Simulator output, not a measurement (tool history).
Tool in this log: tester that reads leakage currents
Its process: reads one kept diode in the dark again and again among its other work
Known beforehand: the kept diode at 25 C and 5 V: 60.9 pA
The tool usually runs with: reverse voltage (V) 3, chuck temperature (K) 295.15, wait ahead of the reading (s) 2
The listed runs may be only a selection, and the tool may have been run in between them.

run,hour,reverse voltage (V),chuck temperature (K),wait ahead of the reading (s),current that the tester gives (pA)
1,0,3,295.15,2,46.64
2,36.7,3,295.15,2,46.53
3,74.7,3,295.15,2,46.68
4,108.4,3,295.15,2,46.56
5,166.8,3,295.15,1.76,46.59
6,197.9,3,295.15,1.76,46.67
7,236.6,3,295.15,1.76,46.57
8,281.6,3,296.15,2,49.64
9,311.3,3.69,295.15,2,50.96
10,367.1,3.69,295.15,2,51.11
11,428.2,3.69,295.15,2,51.05
12,464.6,3.69,314.15,2,190.26
13,499.6,3.69,314.15,2,188.52
14,555.3,3,303.15,2,81.05
15,597.7,4.62,303.15,2,96.42
16,629.5,4.62,303.15,2,97.51
17,673.4,4.62,303.15,2,96.72
18,703.8,4.62,303.15,2,97.11
19,757.7,4.62,303.15,2,96.46
20,812.3,4.62,303.15,7.99,96.75
21,855,4.62,303.15,7.99,82.05
22,908.6,14.33,303.15,9.72,122.75
23,941.8,8.38,303.15,9.72,101.25
24,975.2,8.38,303.15,9.72,101.18
25,1009.5,8.38,303.15,9.72,100.93
26,1059.2,8.38,304.15,2.33,109.92
27,1100.3,8.38,304.15,2.33,121.11
28,1154.6,18.89,302.15,7.83,139.52
29,1188.3,2.17,307.15,2.19,93.98
30,1224.1,10.92,305.15,5.41,143.8
31,1270.8,1.57,313.15,0.87,130.24
32,1333.5,5.14,303.15,2,93.46
33,1384.5,5.14,303.15,2,93.73
34,1417.4,1.51,300.15,0.75,47.78
35,1474,3,295.15,2.26,40.82
36,1529.7,2.6,317.15,3.27,205.8
37,1561.4,5.54,323.15,0.61,410.46
38,1604.8,6.65,329.15,0.83,654.47
39,1664.5,6.65,329.15,0.83,655.41
40,1703.5,6.91,329.15,0.83,661.74
41,1738.9,3.33,297.15,3.69,49.4

Withheld: 2 entries from between the runs. Position of each, and hidden state at the listed run before versus the listed run after:
In the gap between runs 20 and 21: probe card cleaned and baked (hour 838.7)
  stray current of the dirty probe card, pA a volt: 3.035 -> 0.032; current scale over the true one, %: 0.56 -> 0.57; true chuck temperature over the reading, C: -1 -> -1.03
  measured result minus the result with no hidden state, current that the tester gives (pA): +7.81 -> -6.4
In the gap between runs 26 and 27: chuck's temperature calibrated (hour 1096.5)
  stray current of the dirty probe card, pA a volt: 0.162 -> 0.19; true chuck temperature over the reading, C: -1.19 -> 0.08
  measured result minus the result with no hidden state, current that the tester gives (pA): -8.67 -> +2.9
